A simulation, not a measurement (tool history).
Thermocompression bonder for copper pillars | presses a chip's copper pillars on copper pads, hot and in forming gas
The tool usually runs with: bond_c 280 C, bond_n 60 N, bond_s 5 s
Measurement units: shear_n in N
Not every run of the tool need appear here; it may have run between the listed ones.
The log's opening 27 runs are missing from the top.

| run | hour | bond_c | bond_n | bond_s | shear_n |
|---|---|---|---|---|---|
| 28 | 947.5 | 283 | 39 | 9 | 41.1 |
| 29 | 977.1 | 288 | 49 | 9 | 56.5 |
| 30 | 998.6 | 288 | 49 | 9 | 56.6 |
| 31 | 1021.5 | 260 | 89 | 8 | 63.3 |
| 32 | 1047.1 | 299 | 52 | 6 | 59.2 |
| 33 | 1085.7 | 280 | 66 | 5 | 53.4 |
| 34 | 1114.3 | 277 | 62 | 15 | 66.8 |
| 35 | 1153.2 | 270 | 55 | 7 | 42.9 |
| 36 | 1180.6 | 270 | 55 | 7 | 42.2 |
| 37 | 1213.6 | 285 | 60 | 8 | 59.1 |
|  | 1258.5 | heater calibrated with a thermocouple chip |
|  | 1262.0 | forming gas filter changed |
| 38 | 1262.0 | 273 | 46 | 4 | 37.8 |
| 39 | 1304.0 | 284 | 72 | 4 | 67.4 |
| 40 | 1329.1 | 284 | 72 | 4 | 66.2 |
| 41 | 1354.8 | 284 | 72 | 4 | 67.3 |

3 ways to go on from here, each from the tool as it stands after run 41. What would each give?
| A | 1394.7 | 280 | 57 | 5 | ? |
| B | 1394.7 | 305 | 60 | 5 | ? |
| C | 1394.7 | 301 | 63 | 8 | ? |

| run | shear_n |
|---|---|
| A | 54.9 |
| B | 74.8 |
| C | 81.3 |
What these runs would have given with no unlogged condition in the tool:
| run | shear_n |
|---|---|
| A | 60.9 |
| B | 80.9 |
| C | 86.8 |
